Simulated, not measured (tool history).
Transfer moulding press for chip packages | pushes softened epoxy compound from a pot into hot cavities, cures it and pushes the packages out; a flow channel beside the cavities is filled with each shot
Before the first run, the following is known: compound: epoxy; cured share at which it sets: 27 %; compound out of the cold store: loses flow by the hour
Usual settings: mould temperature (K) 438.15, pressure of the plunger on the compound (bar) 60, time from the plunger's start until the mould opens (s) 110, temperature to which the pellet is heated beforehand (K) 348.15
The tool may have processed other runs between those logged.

run	day	mould temperature (K)	pressure of the plunger on the compound (bar)	time from the plunger's start until the mould opens (s)	temperature to which the pellet is heated beforehand (K)	incoming compound's hours out of the cold store	length that the compound runs in the flow channel (mm)	greatest force on the pins that push the packages out (N)
1	0.000	438.15	60	110	348.15	22.9	942	664
2	0.238	438.15	60	110	348.15	8.5	1032	700
3	0.692	438.15	60	93	348.15	45.6	790	817
# day 0.862: cavities cleaned with cleaning compound and waxed
4	1.208	438.15	60	93	348.15	25.6	914	610
5	1.458	438.15	60	93	348.15	47.3	769	630
6	1.875	444.15	60	110	348.15	38.2	808	628
7	2.112	444.15	60	110	348.15	43.9	771	661
8	2.517	444.15	60	110	348.15	16.3	933	665
# day 2.892: cavities cleaned with cleaning compound and waxed
9	2.988	438.15	60	110	348.15	39.9	813	425
10	3.388	438.15	60	110	348.15	12.1	990	569

What does the tool deliver on the next run?
11	3.746	438.15	60	110	354.15	47.9	?	?

length that the compound runs in the flow channel (mm): 757
greatest force on the pins that push the packages out (N): 613
Were there no unlogged condition in the tool, this run, its random variation unchanged, would have produced length that the compound runs in the flow channel (mm) 799, greatest force on the pins that push the packages out (N) 398.

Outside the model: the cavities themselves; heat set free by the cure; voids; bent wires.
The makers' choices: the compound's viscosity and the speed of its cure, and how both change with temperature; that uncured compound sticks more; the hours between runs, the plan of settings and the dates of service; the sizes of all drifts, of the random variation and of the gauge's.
